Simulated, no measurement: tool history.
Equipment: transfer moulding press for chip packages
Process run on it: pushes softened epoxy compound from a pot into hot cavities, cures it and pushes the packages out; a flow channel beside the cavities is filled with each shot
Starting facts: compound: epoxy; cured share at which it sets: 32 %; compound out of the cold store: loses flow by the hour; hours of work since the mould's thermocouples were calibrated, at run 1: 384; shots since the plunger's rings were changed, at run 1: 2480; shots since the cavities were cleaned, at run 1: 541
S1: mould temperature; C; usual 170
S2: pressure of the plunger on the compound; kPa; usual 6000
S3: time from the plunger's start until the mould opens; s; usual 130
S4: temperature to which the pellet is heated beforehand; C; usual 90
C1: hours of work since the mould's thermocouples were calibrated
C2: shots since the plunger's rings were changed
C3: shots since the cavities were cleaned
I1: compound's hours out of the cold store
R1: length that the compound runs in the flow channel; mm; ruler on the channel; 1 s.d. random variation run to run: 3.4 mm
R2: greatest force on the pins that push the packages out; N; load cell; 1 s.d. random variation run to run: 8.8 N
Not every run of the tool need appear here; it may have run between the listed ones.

run	day	S1	S2	S3	S4	C1	C2	C3	I1	R1	R2
1	0	170	6000	130	90	384	2480	541	15.3	688	394
# day 0.792: cavities cleaned with cleaning compound and waxed
2	2.179	170	6000	130	90	420	3039	366	43.5	626	404
# day 3.562: cavities cleaned with cleaning compound and waxed
3	4.3	170	6000	130	90	455	3583	195	17.6	692	399
4	5.725	170	6000	147	90	479	3960	572	19.9	674	390
# day 6.492: cavities cleaned with cleaning compound and waxed
5	8.096	170	6000	147	90	518	4570	424	15.8	694	374
# day 9.483: cavities cleaned with cleaning compound and waxed
6	10.975	170	6000	147	90	565	5314	394	19.1	684	379
# day 12.388: cavities cleaned with cleaning compound and waxed
# day 13.596: plunger's sealing rings changed
7	14.417	170	6000	130	90	621	218	509	15	701	389
# day 15.471: cavities cleaned with cleaning compound and waxed
8	16.488	175	6000	130	90	655	748	268	36.8	632	365
# day 18.338: cavities cleaned with cleaning compound and waxed
9	19.1	170	6000	130	90	698	1422	202	20.2	685	391
# day 21.158: cavities cleaned with cleaning compound and waxed
10	21.158	170	6000	130	90	732	1949	0	41.3	635	376
# day 24.079: cavities cleaned with cleaning compound and waxed
11	24.433	170	6000	130	90	786	2798	94	41.7	630	384
# day 26.8: mould's thermocouples calibrated
12	26.812	168	6000	146	93	0	3404	700	11	714	385
# day 27.146: cavities cleaned with cleaning compound and waxed
13	28.925	168	6000	146	93	35	3947	471	43	632	382
# day 30.012: cavities cleaned with cleaning compound and waxed
14	31.796	170	6000	118	90	82	4688	471	34.8	646	423
# day 32.942: cavities cleaned with cleaning compound and waxed
15	33.238	170	6000	118	90	106	5054	79	30.1	655	421
16	34.879	173	7110	164	82	133	5487	512	32.3	704	356
# day 35.883: cavities cleaned with cleaning compound and waxed
# day 36.875: plunger's sealing rings changed
17	36.962	173	7110	164	82	166	22	257	22.7	736	351
# day 38.788: cavities cleaned with cleaning compound and waxed
18	39.312	172	6240	132	89	204	627	138	9	719	382
19	41.171	172	6240	132	89	236	1118	629	43.8	635	384
# day 41.542: cavities cleaned with cleaning compound and waxed
20	43.142	172	5620	132	83	268	1622	423	14.6	665	376
# day 44.396: cavities cleaned with cleaning compound and waxed
21	45.288	164	6530	170	91	303	2173	236	42.4	675	398

Predict each of these 3 candidate next runs independently; none follows another, all start after run 21:
# day 47.242: cavities cleaned with cleaning compound and waxed
A	47.454	169	6530	152	97	339	2729	56	28.9	?	?
# day 47.242: cavities cleaned with cleaning compound and waxed
B	47.454	164	4640	120	91	339	2729	56	15.8	?	?
# day 47.242: cavities cleaned with cleaning compound and waxed
C	47.454	164	5530	114	94	339	2729	56	17.7	?	?

run	R1	R2
A	697	373
B	624	625
C	671	708
With the hidden condition removed and each run's random variation left untouched, the same runs would have given:
run	R1	R2
A	698	372
B	625	622
C	672	704
